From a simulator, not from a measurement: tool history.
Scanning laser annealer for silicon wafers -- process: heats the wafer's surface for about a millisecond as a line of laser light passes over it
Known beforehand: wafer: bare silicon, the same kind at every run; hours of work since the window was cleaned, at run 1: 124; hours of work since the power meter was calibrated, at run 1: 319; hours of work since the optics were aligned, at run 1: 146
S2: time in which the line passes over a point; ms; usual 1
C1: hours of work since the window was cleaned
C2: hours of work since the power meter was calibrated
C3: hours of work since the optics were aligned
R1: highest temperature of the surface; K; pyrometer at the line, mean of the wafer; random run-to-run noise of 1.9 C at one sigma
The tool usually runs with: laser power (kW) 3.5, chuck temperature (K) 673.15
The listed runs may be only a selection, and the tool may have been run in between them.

run 1 hour=0 | laser_power_(kW)=3.5 S2=1 chuck_temperature_(K)=673.15 | C1=124 C2=319 C3=146 | R1=1432.15
run 2 hour=12.7 | laser_power_(kW)=3.5 S2=0.98 chuck_temperature_(K)=673.15 | C1=133 C2=328 C3=155 | R1=1424.15
run 3 hour=29.7 | laser_power_(kW)=3.5 S2=1 chuck_temperature_(K)=673.15 | C1=145 C2=340 C3=167 | R1=1431.15
run 4 hour=44.3 | laser_power_(kW)=3.5 S2=1 chuck_temperature_(K)=673.15 | C1=156 C2=350 C3=177 | R1=1431.15
run 5 hour=61.2 | laser_power_(kW)=3.5 S2=1 chuck_temperature_(K)=673.15 | C1=168 C2=362 C3=189 | R1=1430.15
run 6 hour=76.8 | laser_power_(kW)=3.5 S2=1 chuck_temperature_(K)=673.15 | C1=179 C2=373 C3=200 | R1=1426.15
run 7 hour=94 | laser_power_(kW)=3.5 S2=1 chuck_temperature_(K)=673.15 | C1=191 C2=385 C3=212 | R1=1432.15
run 8 hour=110.9 | laser_power_(kW)=3.5 S2=1 chuck_temperature_(K)=673.15 | C1=203 C2=397 C3=224 | R1=1428.15
run 9 hour=120 | laser_power_(kW)=3.5 S2=0.92 chuck_temperature_(K)=673.15 | C1=209 C2=404 C3=231 | R1=1392.15
run 10 hour=129.3 | laser_power_(kW)=3.5 S2=0.92 chuck_temperature_(K)=673.15 | C1=216 C2=410 C3=237 | R1=1393.15
run 11 hour=138.1 | laser_power_(kW)=3.5 S2=1 chuck_temperature_(K)=673.15 | C1=222 C2=417 C3=244 | R1=1425.15
run 12 hour=150.9 | laser_power_(kW)=3.5 S2=1 chuck_temperature_(K)=687.15 | C1=231 C2=426 C3=253 | R1=1442.15
run 13 hour=159.5 | laser_power_(kW)=3.5 S2=1 chuck_temperature_(K)=673.15 | C1=237 C2=432 C3=259 | R1=1427.15
-- hour=165.8 optics aligned, line set to its width
run 14 hour=177.4 | laser_power_(kW)=3.5 S2=1 chuck_temperature_(K)=673.15 | C1=246 C2=441 C3=8 | R1=1428.15
run 15 hour=195.5 | laser_power_(kW)=3.5 S2=1 chuck_temperature_(K)=673.15 | C1=259 C2=454 C3=21 | R1=1428.15
run 16 hour=206.9 | laser_power_(kW)=3.5 S2=0.97 chuck_temperature_(K)=652.15 | C1=267 C2=462 C3=29 | R1=1390.15
run 17 hour=218.1 | laser_power_(kW)=3.5 S2=0.97 chuck_temperature_(K)=652.15 | C1=275 C2=470 C3=37 | R1=1392.15
run 18 hour=233.5 | laser_power_(kW)=3.645 S2=1.12 chuck_temperature_(K)=667.15 | C1=286 C2=481 C3=48 | R1=1504.15
-- hour=250.3 optics aligned, line set to its width, once more
run 19 hour=256 | laser_power_(kW)=3.645 S2=1.12 chuck_temperature_(K)=667.15 | C1=299 C2=493 C3=4 | R1=1509.15
run 20 hour=273.2 | laser_power_(kW)=3.645 S2=1.12 chuck_temperature_(K)=667.15 | C1=311 C2=505 C3=16 | R1=1508.15
run 21 hour=291.1 | laser_power_(kW)=3.5 S2=1 chuck_temperature_(K)=688.15 | C1=324 C2=518 C3=29 | R1=1441.15
run 22 hour=298.8 | laser_power_(kW)=3.041 S2=1 chuck_temperature_(K)=667.15 | C1=329 C2=524 C3=34 | R1=1316.15
run 23 hour=314.4 | laser_power_(kW)=3.463 S2=0.76 chuck_temperature_(K)=706.15 | C1=340 C2=535 C3=45 | R1=1345.15
run 24 hour=332 | laser_power_(kW)=3.261 S2=1.18 chuck_temperature_(K)=673.15 | C1=353 C2=547 C3=58 | R1=1440.15
run 25 hour=347.6 | laser_power_(kW)=3.261 S2=1.18 chuck_temperature_(K)=673.15 | C1=364 C2=558 C3=69 | R1=1437.15
run 26 hour=366.4 | laser_power_(kW)=3.63 S2=1 chuck_temperature_(K)=677.15 | C1=377 C2=571 C3=82 | R1=1458.15
run 27 hour=379.2 | laser_power_(kW)=3.63 S2=1 chuck_temperature_(K)=677.15 | C1=386 C2=581 C3=91 | R1=1460.15

Some steps in R1 between neighbouring runs. How much of each would the tool show without its hidden state too (settings, what came in, random variation), and how much is left for the hidden state, with any gauge scatter that isn't in both results?
Unlogged tool condition in this case: light that passes the window, % of a clean one's; laser's true power over the reading, %; width of the line over the set one, %; drift of the gauge itself on peak_c, C.
Run 17 -> 18: laser power (kW) 3.5 -> 3.645, S2 0.97 -> 1.12, chuck temperature (K) 652.15 -> 667.15. R1 +112 K: hidden state -3, all else +115.
Run 18 -> 19: optics aligned, line set to its width, once more. R1 +5 K: hidden state +4, all else +1.
Run 21 -> 22: laser power (kW) 3.5 -> 3.041, chuck temperature (K) 688.15 -> 667.15. R1 -125 K: hidden state +1, all else -126.
